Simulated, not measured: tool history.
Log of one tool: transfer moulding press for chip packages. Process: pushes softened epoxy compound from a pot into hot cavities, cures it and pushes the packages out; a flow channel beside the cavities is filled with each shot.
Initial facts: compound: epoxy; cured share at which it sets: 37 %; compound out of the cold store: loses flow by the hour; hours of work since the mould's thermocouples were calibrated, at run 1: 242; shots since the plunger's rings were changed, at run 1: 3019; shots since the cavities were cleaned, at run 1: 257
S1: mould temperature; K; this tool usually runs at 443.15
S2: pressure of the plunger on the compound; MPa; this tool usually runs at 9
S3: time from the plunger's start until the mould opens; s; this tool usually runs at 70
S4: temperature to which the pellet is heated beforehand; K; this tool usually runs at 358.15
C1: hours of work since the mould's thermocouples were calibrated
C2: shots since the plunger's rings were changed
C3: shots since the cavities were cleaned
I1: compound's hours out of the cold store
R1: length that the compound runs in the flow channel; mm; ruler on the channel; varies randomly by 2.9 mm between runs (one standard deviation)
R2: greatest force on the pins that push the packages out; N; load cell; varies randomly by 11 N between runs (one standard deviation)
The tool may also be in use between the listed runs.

| run | hour | S1 | S2 | S3 | S4 | C1 | C2 | C3 | I1 | R1 | R2 |
|---|---|---|---|---|---|---|---|---|---|---|---|
| 1 | 0 | 443.15 | 9 | 70 | 358.15 | 242 | 3019 | 257 | 47.2 | 504 | 570 |
| 2 | 13.7 | 443.15 | 9 | 70 | 358.15 | 249 | 3170 | 408 | 13 | 589 | 667 |
| 3 | 23.5 | 443.15 | 9 | 70 | 358.15 | 254 | 3277 | 515 | 35.1 | 529 | 598 |
| 4 | 36.3 | 443.15 | 9 | 70 | 358.15 | 260 | 3419 | 657 | 35.2 | 529 | 683 |
|  | 42.6 | cavities cleaned with cleaning compound and waxed |
| 5 | 53.7 | 443.15 | 9 | 75 | 358.15 | 268 | 3594 | 122 | 46.1 | 507 | 451 |
| 6 | 62.3 | 443.15 | 9 | 75 | 358.15 | 272 | 3689 | 217 | 19.7 | 567 | 505 |
| 7 | 76.2 | 443.15 | 9 | 75 | 358.15 | 279 | 3841 | 369 | 25.2 | 549 | 549 |
| 8 | 91.8 | 443.15 | 9 | 75 | 358.15 | 287 | 4013 | 541 | 38.9 | 517 | 563 |
| 9 | 103.6 | 443.15 | 9 | 75 | 358.15 | 293 | 4144 | 672 | 11.3 | 584 | 588 |
|  | 108.4 | cavities cleaned with cleaning compound and waxed |
| 10 | 121 | 443.15 | 9 | 54 | 358.15 | 301 | 4318 | 138 | 13.2 | 577 | 1139 |
| 11 | 129.3 | 443.15 | 9 | 54 | 358.15 | 305 | 4410 | 230 | 28.6 | 536 | 1120 |
| 12 | 140.3 | 443.15 | 9 | 54 | 358.15 | 311 | 4532 | 352 | 46.3 | 501 | 1085 |
| 13 | 151.5 | 443.15 | 9 | 54 | 358.15 | 317 | 4655 | 475 | 39.3 | 510 | 1163 |
| 14 | 165.6 | 443.15 | 9 | 70 | 358.15 | 324 | 4810 | 630 | 24 | 549 | 662 |
|  | 173.7 | cavities cleaned with cleaning compound and waxed |
| 15 | 178.5 | 446.15 | 9 | 70 | 358.15 | 329 | 4936 | 53 | 20.6 | 547 | 435 |
| 16 | 193.3 | 450.15 | 10.71 | 52 | 350.15 | 337 | 5100 | 217 | 17.9 | 592 | 865 |
| 17 | 204.2 | 450.15 | 10.71 | 52 | 350.15 | 342 | 5220 | 337 | 42 | 526 | 796 |
| 18 | 213.1 | 443.15 | 9 | 101 | 358.15 | 347 | 5317 | 434 | 20.4 | 550 | 433 |
| 19 | 225.2 | 448.15 | 7.61 | 56 | 349.15 | 353 | 5451 | 568 | 39.7 | 453 | 813 |
| 20 | 232.7 | 443.15 | 9.38 | 70 | 350.15 | 357 | 5534 | 651 | 28.3 | 542 | 675 |
|  | 240.1 | cavities cleaned with cleaning compound and waxed |
| 21 | 250.1 | 438.15 | 8.4 | 81 | 350.15 | 365 | 5708 | 109 | 40 | 495 | 536 |
| 22 | 265.2 | 446.15 | 7.29 | 53 | 358.15 | 372 | 5874 | 275 | 38.9 | 448 | 921 |
| 23 | 280.5 | 437.15 | 9.32 | 104 | 355.15 | 380 | 6043 | 444 | 30.4 | 545 | 499 |
| 24 | 294.1 | 436.15 | 8.94 | 56 | 355.15 | 387 | 6193 | 594 | 43.8 | 504 | 1738 |
| 25 | 302.4 | 436.15 | 8.94 | 56 | 355.15 | 391 | 6284 | 685 | 24 | 553 | 1927 |
|  | 306 | cavities cleaned with cleaning compound and waxed |
|  | 309.7 | plunger's sealing rings changed |
| 26 | 320.1 | 436.15 | 8.94 | 56 | 355.15 | 398 | 114 | 128 | 29 | 591 | 1459 |
| 27 | 331.5 | 436.15 | 9.22 | 70 | 364.15 | 404 | 239 | 253 | 33.2 | 586 | 844 |

Alternative continuations, all from the tool just after run 27; predict every row:
| A | 343.4 | 443.15 | 7.43 | 72 | 358.15 | 410 | 371 | 385 | 38.8 | ? | ? |
| B | 343.4 | 443.15 | 9 | 64 | 358.15 | 410 | 371 | 385 | 20.6 | ? | ? |
| C | 343.4 | 441.15 | 9 | 79 | 364.15 | 410 | 371 | 385 | 14.8 | ? | ? |

| run | R1 | R2 |
|---|---|---|
| A | 493 | 551 |
| B | 600 | 750 |
| C | 615 | 530 |
Stripped of hidden state, with their random variation kept, the same runs would have yielded:
| run | R1 | R2 |
|---|---|---|
| A | 497 | 448 |
| B | 605 | 620 |
| C | 621 | 432 |
